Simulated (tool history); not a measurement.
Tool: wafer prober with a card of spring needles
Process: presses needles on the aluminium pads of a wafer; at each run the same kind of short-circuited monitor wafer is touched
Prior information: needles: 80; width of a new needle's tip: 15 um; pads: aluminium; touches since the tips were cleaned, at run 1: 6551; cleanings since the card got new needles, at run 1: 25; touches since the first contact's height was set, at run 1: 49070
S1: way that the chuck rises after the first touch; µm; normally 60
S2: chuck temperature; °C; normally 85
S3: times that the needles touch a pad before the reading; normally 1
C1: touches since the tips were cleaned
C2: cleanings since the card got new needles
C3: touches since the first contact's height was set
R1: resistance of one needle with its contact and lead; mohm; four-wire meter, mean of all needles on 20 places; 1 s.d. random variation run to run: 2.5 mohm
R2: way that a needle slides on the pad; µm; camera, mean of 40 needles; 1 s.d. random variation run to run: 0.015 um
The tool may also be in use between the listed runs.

{"run": 1, "hour": 0.0, "S1": 60, "S2": 85, "S3": 1, "C1": 6551, "C2": 25, "C3": 49070, "R1": 291, "R2": 12.89}
{"hour": 4.7, "done": "tips cleaned on abrasive film"}
{"hour": 27.1, "done": "tips cleaned on abrasive film"}
{"hour": 49.5, "done": "tips cleaned on abrasive film"}
{"hour": 69.3, "done": "tips cleaned on abrasive film"}
{"run": 2, "hour": 69.3, "S1": 60, "S2": 85, "S3": 1, "C1": 0, "C2": 29, "C3": 75454, "R1": 289, "R2": 12.94}
{"hour": 87.2, "done": "height of the first contact set anew"}
{"hour": 91.8, "done": "tips cleaned on abrasive film"}
{"hour": 113.2, "done": "tips cleaned on abrasive film"}
{"run": 3, "hour": 129.0, "S1": 60, "S2": 85, "S3": 1, "C1": 6057, "C2": 31, "C3": 15903, "R1": 288, "R2": 12.93}
{"hour": 133.7, "done": "tips cleaned on abrasive film"}
{"hour": 152.3, "done": "tips cleaned on abrasive film"}
{"hour": 174.7, "done": "tips cleaned on abrasive film"}
{"hour": 197.2, "done": "tips cleaned on abrasive film"}
{"hour": 216.1, "done": "tips cleaned on abrasive film"}
{"run": 4, "hour": 216.1, "S1": 60, "S2": 85, "S3": 1, "C1": 0, "C2": 36, "C3": 49070, "R1": 288, "R2": 12.96}
{"hour": 238.1, "done": "tips cleaned on abrasive film"}
{"hour": 256.8, "done": "tips cleaned on abrasive film"}
{"run": 5, "hour": 256.8, "S1": 60, "S2": 85, "S3": 1, "C1": 16, "C2": 38, "C3": 64556, "R1": 297, "R2": 12.96}
{"hour": 278.9, "done": "tips cleaned on abrasive film"}
{"hour": 301.5, "done": "tips cleaned on abrasive film"}
{"hour": 301.8, "done": "height of the first contact set anew"}
{"hour": 324.0, "done": "tips cleaned on abrasive film"}
{"hour": 342.7, "done": "tips cleaned on abrasive film"}
{"run": 6, "hour": 342.7, "S1": 60, "S2": 85, "S3": 3, "C1": 0, "C2": 42, "C3": 15567, "R1": 293, "R2": 13.01}
{"hour": 365.3, "done": "tips cleaned on abrasive film"}
{"hour": 388.5, "done": "tips cleaned on abrasive film"}
{"hour": 411.6, "done": "tips cleaned on abrasive film"}
{"run": 7, "hour": 426.6, "S1": 60, "S2": 85, "S3": 3, "C1": 5718, "C2": 45, "C3": 47556, "R1": 289, "R2": 12.98}
{"hour": 431.3, "done": "tips cleaned on abrasive film"}
{"hour": 453.0, "done": "tips cleaned on abrasive film"}
{"run": 8, "hour": 464.9, "S1": 60, "S2": 85, "S3": 3, "C1": 4553, "C2": 47, "C3": 62132, "R1": 294, "R2": 13.01}
{"hour": 474.2, "done": "tips cleaned on abrasive film"}
{"hour": 496.6, "done": "tips cleaned on abrasive film"}
{"hour": 515.2, "done": "tips cleaned on abrasive film"}
{"hour": 515.5, "done": "height of the first contact set anew"}
{"hour": 537.9, "done": "tips cleaned on abrasive film"}
{"run": 9, "hour": 555.0, "S1": 46, "S2": 85, "S3": 1, "C1": 6553, "C2": 51, "C3": 15072, "R1": 300, "R2": 9.98}
{"hour": 559.7, "done": "tips cleaned on abrasive film"}
{"hour": 581.6, "done": "tips cleaned on abrasive film"}
{"hour": 604.6, "done": "tips cleaned on abrasive film"}
{"hour": 626.2, "done": "tips cleaned on abrasive film"}
{"run": 10, "hour": 640.7, "S1": 60, "S2": 85, "S3": 1, "C1": 5559, "C2": 55, "C3": 47723, "R1": 295, "R2": 13.03}
{"hour": 649.4, "done": "tips cleaned on abrasive film"}
{"hour": 672.1, "done": "tips cleaned on abrasive film"}
{"hour": 692.5, "done": "tips cleaned on abrasive film"}
{"run": 11, "hour": 692.5, "S1": 60, "S2": 85, "S3": 1, "C1": 0, "C2": 58, "C3": 67426, "R1": 292, "R2": 13.04}
{"hour": 714.7, "done": "tips cleaned on abrasive film"}
{"hour": 728.1, "done": "height of the first contact set anew"}
{"hour": 736.7, "done": "tips cleaned on abrasive film"}
{"run": 12, "hour": 745.9, "S1": 60, "S2": 85, "S3": 1, "C1": 3535, "C2": 60, "C3": 6775, "R1": 295, "R2": 13.06}
{"hour": 759.9, "done": "tips cleaned on abrasive film"}
{"hour": 783.1, "done": "tips cleaned on abrasive film"}
{"hour": 805.8, "done": "tips cleaned on abrasive film"}
{"run": 13, "hour": 806.4, "S1": 60, "S2": 85, "S3": 1, "C1": 225, "C2": 63, "C3": 29806, "R1": 289, "R2": 13.09}
{"hour": 825.0, "done": "tips cleaned on abrasive film"}
{"hour": 846.7, "done": "tips cleaned on abrasive film"}
{"hour": 866.7, "done": "tips cleaned on abrasive film"}
{"run": 14, "hour": 866.7, "S1": 60, "S2": 113, "S3": 1, "C1": 0, "C2": 66, "C3": 52768, "R1": 300, "R2": 13.1}
{"hour": 885.3, "done": "tips cleaned on abrasive film"}
{"hour": 907.3, "done": "tips cleaned on abrasive film"}
{"run": 15, "hour": 910.0, "S1": 66, "S2": 95, "S3": 2, "C1": 1026, "C2": 68, "C3": 69261, "R1": 295, "R2": 14.44}
{"hour": 928.6, "done": "tips cleaned on abrasive film"}
{"hour": 942.2, "done": "height of the first contact set anew"}
{"hour": 951.4, "done": "tips cleaned on abrasive film"}
{"hour": 974.6, "done": "tips cleaned on abrasive film"}
{"hour": 996.4, "done": "tips cleaned on abrasive film"}
{"run": 16, "hour": 997.8, "S1": 54, "S2": 71, "S3": 1, "C1": 549, "C2": 72, "C3": 21148, "R1": 287, "R2": 11.79}
{"hour": 1001.5, "done": "gauge calibrated"}
{"hour": 1018.7, "done": "tips cleaned on abrasive film"}
{"hour": 1040.9, "done": "tips cleaned on abrasive film"}
{"hour": 1062.9, "done": "tips cleaned on abrasive film"}
{"run": 17, "hour": 1066.1, "S1": 68, "S2": 28, "S3": 1, "C1": 1210, "C2": 75, "C3": 47158, "R1": 274, "R2": 14.64}
{"hour": 1084.1, "done": "tips cleaned on abrasive film"}
{"hour": 1106.2, "done": "tips cleaned on abrasive film"}
{"run": 18, "hour": 1109.5, "S1": 68, "S2": 28, "S3": 1, "C1": 1242, "C2": 77, "C3": 63697, "R1": 275, "R2": 14.63}
{"hour": 1127.4, "done": "tips cleaned on abrasive film"}
{"hour": 1150.7, "done": "tips cleaned on abrasive film"}
{"hour": 1155.6, "done": "height of the first contact set anew"}
{"run": 19, "hour": 1156.6, "S1": 59, "S2": 44, "S3": 2, "C1": 2140, "C2": 79, "C3": 368, "R1": 282, "R2": 12.7}
{"hour": 1170.6, "done": "tips cleaned on abrasive film"}
{"hour": 1193.8, "done": "tips cleaned on abrasive film"}
{"run": 20, "hour": 1199.4, "S1": 59, "S2": 44, "S3": 2, "C1": 2130, "C2": 81, "C3": 16670, "R1": 280, "R2": 12.74}
{"hour": 1213.4, "done": "tips cleaned on abrasive film"}
{"hour": 1232.0, "done": "tips cleaned on abrasive film"}
{"hour": 1253.5, "done": "tips cleaned on abrasive film"}
{"hour": 1275.9, "done": "tips cleaned on abrasive film"}
{"run": 21, "hour": 1275.9, "S1": 60, "S2": 108, "S3": 3, "C1": 0, "C2": 85, "C3": 45791, "R1": 296, "R2": 12.94}
{"hour": 1297.6, "done": "tips cleaned on abrasive film"}
{"hour": 1316.2, "done": "tips cleaned on abrasive film"}
{"run": 22, "hour": 1319.3, "S1": 60, "S2": 27, "S3": 3, "C1": 1188, "C2": 87, "C3": 62334, "R1": 274, "R2": 12.96}
{"hour": 1337.0, "done": "tips cleaned on abrasive film"}
{"hour": 1355.6, "done": "tips cleaned on abrasive film"}
{"run": 23, "hour": 1360.6, "S1": 61, "S2": 105, "S3": 2, "C1": 1922, "C2": 89, "C3": 78069, "R1": 294, "R2": 13.2}
{"hour": 1370.2, "done": "height of the first contact set anew"}
{"hour": 1374.9, "done": "tips cleaned on abrasive film"}
{"hour": 1397.3, "done": "tips cleaned on abrasive film"}
{"run": 24, "hour": 1413.1, "S1": 65, "S2": 42, "S3": 2, "C1": 6042, "C2": 91, "C3": 16363, "R1": 278, "R2": 14.05}
{"hour": 1417.8, "done": "tips cleaned on abrasive film"}
{"hour": 1440.5, "done": "tips cleaned on abrasive film"}
{"hour": 1463.4, "done": "tips cleaned on abrasive film"}
{"hour": 1486.5, "done": "tips cleaned on abrasive film"}
{"run": 25, "hour": 1488.8, "S1": 76, "S2": 39, "S3": 3, "C1": 871, "C2": 95, "C3": 45186, "R1": 276, "R2": 16.48}
{"hour": 1507.2, "done": "tips cleaned on abrasive film"}
{"hour": 1530.2, "done": "tips cleaned on abrasive film"}
{"hour": 1552.4, "done": "tips cleaned on abrasive film"}
{"run": 26, "hour": 1558.5, "S1": 76, "S2": 39, "S3": 3, "C1": 2351, "C2": 98, "C3": 71755, "R1": 277, "R2": 16.47}
{"hour": 1572.1, "done": "tips cleaned on abrasive film"}
{"hour": 1585.5, "done": "height of the first contact set anew"}
{"hour": 1594.2, "done": "tips cleaned on abrasive film"}
{"hour": 1616.7, "done": "tips cleaned on abrasive film"}
{"hour": 1635.3, "done": "tips cleaned on abrasive film"}
{"run": 27, "hour": 1642.3, "S1": 43, "S2": 75, "S3": 2, "C1": 2694, "C2": 102, "C3": 21640, "R1": 297, "R2": 9.35}

Subtracting, for every run, the result it would have given without the tool's unlogged condition from the measured result gives the following. The same run-to-run variation enters both numbers; the gauge's scatter may not:
Hidden conditions of the tool in this case: debris on the tips, nm; way that the needles fall short of the set height, um; tips' diameter, um; drift of the gauge itself on contact_mohm, %; drift of the gauge itself on scrub_um, %.
run=1 R2=+0
run=2 R2=+0.02
run=3 R2=+0.03
run=4 R2=+0.05
run=5 R2=+0.06
run=6 R2=+0.08
run=7 R2=+0.1
run=8 R2=+0.1
run=9 R2=+0.09
run=10 R2=+0.14
run=11 R2=+0.15
run=12 R2=+0.16
run=13 R2=+0.18
run=14 R2=+0.19
run=15 R2=+0.22
run=16 R2=+0.19
run=17 R2=+0.02
run=18 R2=+0.02
run=19 R2=+0.04
run=20 R2=+0.05
run=21 R2=+0.05
run=22 R2=+0.07
run=23 R2=+0.08
run=24 R2=+0.1
run=25 R2=+0.14
run=26 R2=+0.15
run=27 R2=+0.1
R1: at most 1 mohm away from the measurement, every run.
